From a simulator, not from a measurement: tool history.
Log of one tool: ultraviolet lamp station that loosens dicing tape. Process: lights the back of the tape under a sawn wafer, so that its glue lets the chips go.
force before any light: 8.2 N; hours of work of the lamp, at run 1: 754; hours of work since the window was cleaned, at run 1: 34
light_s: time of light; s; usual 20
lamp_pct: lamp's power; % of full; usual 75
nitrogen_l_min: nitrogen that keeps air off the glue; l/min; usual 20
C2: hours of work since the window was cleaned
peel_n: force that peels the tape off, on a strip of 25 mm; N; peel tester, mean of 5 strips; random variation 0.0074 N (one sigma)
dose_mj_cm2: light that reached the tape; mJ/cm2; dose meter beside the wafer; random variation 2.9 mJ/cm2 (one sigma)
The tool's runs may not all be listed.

{"run": 1, "day": 0.0, "light_s": 20, "lamp_pct": 75, "nitrogen_l_min": 20, "hours of work of the lamp": 754, "C2": 34, "peel_n": 0.527, "dose_mj_cm2": 286}
{"run": 2, "day": 1.775, "light_s": 20, "lamp_pct": 62, "nitrogen_l_min": 20, "hours of work of the lamp": 774, "C2": 54, "peel_n": 0.813, "dose_mj_cm2": 232}
{"run": 3, "day": 2.954, "light_s": 20, "lamp_pct": 75, "nitrogen_l_min": 20, "hours of work of the lamp": 787, "C2": 68, "peel_n": 0.554, "dose_mj_cm2": 275}
{"run": 4, "day": 4.721, "light_s": 20, "lamp_pct": 75, "nitrogen_l_min": 20, "hours of work of the lamp": 807, "C2": 87, "peel_n": 0.563, "dose_mj_cm2": 269}
{"run": 5, "day": 6.033, "light_s": 20, "lamp_pct": 75, "nitrogen_l_min": 20, "hours of work of the lamp": 822, "C2": 102, "peel_n": 0.585, "dose_mj_cm2": 274}
{"run": 6, "day": 7.104, "light_s": 17, "lamp_pct": 75, "nitrogen_l_min": 20, "hours of work of the lamp": 834, "C2": 114, "peel_n": 0.83, "dose_mj_cm2": 226}
{"run": 7, "day": 8.679, "light_s": 17, "lamp_pct": 75, "nitrogen_l_min": 20, "hours of work of the lamp": 851, "C2": 132, "peel_n": 0.84, "dose_mj_cm2": 226}
{"run": 8, "day": 10.788, "light_s": 17, "lamp_pct": 75, "nitrogen_l_min": 20, "hours of work of the lamp": 875, "C2": 156, "peel_n": 0.887, "dose_mj_cm2": 222}
{"run": 9, "day": 12.154, "light_s": 20, "lamp_pct": 75, "nitrogen_l_min": 20, "hours of work of the lamp": 891, "C2": 171, "peel_n": 0.633, "dose_mj_cm2": 257}
{"run": 10, "day": 13.054, "light_s": 20, "lamp_pct": 75, "nitrogen_l_min": 20, "hours of work of the lamp": 901, "C2": 181, "peel_n": 0.657, "dose_mj_cm2": 254}
{"run": 11, "day": 14.958, "light_s": 20, "lamp_pct": 98, "nitrogen_l_min": 20, "hours of work of the lamp": 922, "C2": 202, "peel_n": 0.388, "dose_mj_cm2": 329}
{"run": 12, "day": 16.679, "light_s": 20, "lamp_pct": 98, "nitrogen_l_min": 20, "hours of work of the lamp": 941, "C2": 222, "peel_n": 0.401, "dose_mj_cm2": 322}
{"day": 16.862, "done": "window cleaned of glue's vapour"}
{"run": 13, "day": 17.617, "light_s": 20, "lamp_pct": 98, "nitrogen_l_min": 20, "hours of work of the lamp": 952, "C2": 8, "peel_n": 0.447, "dose_mj_cm2": 311}
{"run": 14, "day": 19.725, "light_s": 20, "lamp_pct": 98, "nitrogen_l_min": 20, "hours of work of the lamp": 975, "C2": 32, "peel_n": 0.469, "dose_mj_cm2": 304}
{"run": 15, "day": 21.408, "light_s": 20, "lamp_pct": 92, "nitrogen_l_min": 20, "hours of work of the lamp": 994, "C2": 51, "peel_n": 0.539, "dose_mj_cm2": 283}
{"run": 16, "day": 22.888, "light_s": 20, "lamp_pct": 92, "nitrogen_l_min": 20, "hours of work of the lamp": 1011, "C2": 68, "peel_n": 0.554, "dose_mj_cm2": 277}
{"run": 17, "day": 24.475, "light_s": 20, "lamp_pct": 92, "nitrogen_l_min": 20, "hours of work of the lamp": 1029, "C2": 86, "peel_n": 0.559, "dose_mj_cm2": 274}
{"day": 25.283, "done": "lamp changed"}
{"run": 18, "day": 26.346, "light_s": 20, "lamp_pct": 75, "nitrogen_l_min": 11, "hours of work of the lamp": 12, "C2": 106, "peel_n": 0.444, "dose_mj_cm2": 380}
{"day": 27.017, "done": "window cleaned of glue's vapour, once more"}
{"run": 19, "day": 27.346, "light_s": 10, "lamp_pct": 90, "nitrogen_l_min": 6, "hours of work of the lamp": 23, "C2": 4, "peel_n": 1.608, "dose_mj_cm2": 242}
{"run": 20, "day": 29.162, "light_s": 32, "lamp_pct": 89, "nitrogen_l_min": 6, "hours of work of the lamp": 43, "C2": 24, "peel_n": 0.23, "dose_mj_cm2": 760}
{"run": 21, "day": 31.25, "light_s": 32, "lamp_pct": 89, "nitrogen_l_min": 6, "hours of work of the lamp": 67, "C2": 48, "peel_n": 0.23, "dose_mj_cm2": 747}
{"run": 22, "day": 33.467, "light_s": 32, "lamp_pct": 89, "nitrogen_l_min": 6, "hours of work of the lamp": 92, "C2": 72, "peel_n": 0.231, "dose_mj_cm2": 741}
{"run": 23, "day": 35.538, "light_s": 13, "lamp_pct": 81, "nitrogen_l_min": 6, "hours of work of the lamp": 115, "C2": 96, "peel_n": 1.328, "dose_mj_cm2": 271}
{"run": 24, "day": 37.371, "light_s": 13, "lamp_pct": 81, "nitrogen_l_min": 6, "hours of work of the lamp": 136, "C2": 116, "peel_n": 1.401, "dose_mj_cm2": 270}
{"run": 25, "day": 39.596, "light_s": 13, "lamp_pct": 81, "nitrogen_l_min": 6, "hours of work of the lamp": 161, "C2": 141, "peel_n": 1.427, "dose_mj_cm2": 262}
{"run": 26, "day": 41.483, "light_s": 20, "lamp_pct": 86, "nitrogen_l_min": 24, "hours of work of the lamp": 182, "C2": 163, "peel_n": 0.242, "dose_mj_cm2": 423}
{"run": 27, "day": 42.488, "light_s": 20, "lamp_pct": 86, "nitrogen_l_min": 24, "hours of work of the lamp": 193, "C2": 174, "peel_n": 0.247, "dose_mj_cm2": 420}
{"run": 28, "day": 44.008, "light_s": 19, "lamp_pct": 86, "nitrogen_l_min": 32, "hours of work of the lamp": 210, "C2": 191, "peel_n": 0.232, "dose_mj_cm2": 397}
{"run": 29, "day": 45.271, "light_s": 20, "lamp_pct": 86, "nitrogen_l_min": 32, "hours of work of the lamp": 224, "C2": 205, "peel_n": 0.231, "dose_mj_cm2": 423}
{"run": 30, "day": 46.358, "light_s": 13, "lamp_pct": 89, "nitrogen_l_min": 32, "hours of work of the lamp": 237, "C2": 217, "peel_n": 0.426, "dose_mj_cm2": 276}
{"run": 31, "day": 47.4, "light_s": 18, "lamp_pct": 61, "nitrogen_l_min": 39, "hours of work of the lamp": 248, "C2": 229, "peel_n": 0.438, "dose_mj_cm2": 260}
{"run": 32, "day": 49.275, "light_s": 10, "lamp_pct": 80, "nitrogen_l_min": 24, "hours of work of the lamp": 269, "C2": 250, "peel_n": 1.101, "dose_mj_cm2": 187}
{"run": 33, "day": 50.667, "light_s": 22, "lamp_pct": 73, "nitrogen_l_min": 24, "hours of work of the lamp": 285, "C2": 266, "peel_n": 0.295, "dose_mj_cm2": 373}
{"run": 34, "day": 52.333, "light_s": 22, "lamp_pct": 73, "nitrogen_l_min": 24, "hours of work of the lamp": 304, "C2": 285, "peel_n": 0.297, "dose_mj_cm2": 371}
{"run": 35, "day": 54.225, "light_s": 20, "lamp_pct": 69, "nitrogen_l_min": 14, "hours of work of the lamp": 325, "C2": 306, "peel_n": 0.538, "dose_mj_cm2": 310}

Forecast each of these 4 alternatives for the next run:
{"run": "A", "day": 55.933, "light_s": 21, "lamp_pct": 67, "nitrogen_l_min": 21, "hours of work of the lamp": 344, "C2": 325, "peel_n": "?", "dose_mj_cm2": "?"}
{"run": "B", "day": 55.933, "light_s": 31, "lamp_pct": 60, "nitrogen_l_min": 8, "hours of work of the lamp": 344, "C2": 325, "peel_n": "?", "dose_mj_cm2": "?"}
{"run": "C", "day": 55.933, "light_s": 10, "lamp_pct": 74, "nitrogen_l_min": 9, "hours of work of the lamp": 344, "C2": 325, "peel_n": "?", "dose_mj_cm2": "?"}
{"run": "D", "day": 55.933, "light_s": 13, "lamp_pct": 90, "nitrogen_l_min": 36, "hours of work of the lamp": 344, "C2": 325, "peel_n": "?", "dose_mj_cm2": "?"}

run=A peel_n=0.408 dose_mj_cm2=311
run=B peel_n=0.483 dose_mj_cm2=414
run=C peel_n=2.198 dose_mj_cm2=166
run=D peel_n=0.423 dose_mj_cm2=260
Without the tool's hidden state the same runs would have given:
run=A peel_n=0.278 dose_mj_cm2=386
run=B peel_n=0.323 dose_mj_cm2=513
run=C peel_n=1.632 dose_mj_cm2=206
run=D peel_n=0.287 dose_mj_cm2=322
